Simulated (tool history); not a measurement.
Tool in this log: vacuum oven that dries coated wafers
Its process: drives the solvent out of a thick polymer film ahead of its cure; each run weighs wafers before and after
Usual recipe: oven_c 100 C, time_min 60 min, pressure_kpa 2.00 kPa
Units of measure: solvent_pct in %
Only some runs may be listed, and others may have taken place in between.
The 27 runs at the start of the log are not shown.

run,hour,oven_c,time_min,pressure_kpa,solvent_pct
28,1803.4,104,106,3.17,5.39
29,1890.4,104,106,3.17,5.46
30,1939.2,100,55,1.82,5.22
31,1991.3,102,60,5.06,9.87
# hour 2059.6: oven's thermocouples calibrated, once more
32,2085.2,100,107,3.44,6.65
33,2156.2,96,107,3.52,8.12
34,2204.7,96,107,3.52,8.02
35,2248.5,102,33,1.87,6.02
36,2294.5,102,33,1.87,6.04
37,2346.7,102,33,1.87,6.01
38,2439.6,85,45,3.90,15.28
39,2490.3,100,105,6.76,13.13
40,2542.7,100,105,1.38,2.96
41,2635.9,89,105,1.38,5.77
42,2697.5,100,94,1.37,3.17
43,2795.9,98,86,2.00,4.90
44,2843.0,89,86,1.03,5.67

3 options for the next run, each taken on its own from the tool as it stands now. Forecast them:
A,2912.9,89,86,2.46,?
B,2912.9,110,83,1.53,?
C,2912.9,87,60,2.00,?

run,solvent_pct
A,9.41
B,2.44
C,9.89
Without the tool's unlogged condition, the same runs would have read:
run,solvent_pct
A,8.45
B,2.07
C,9.02
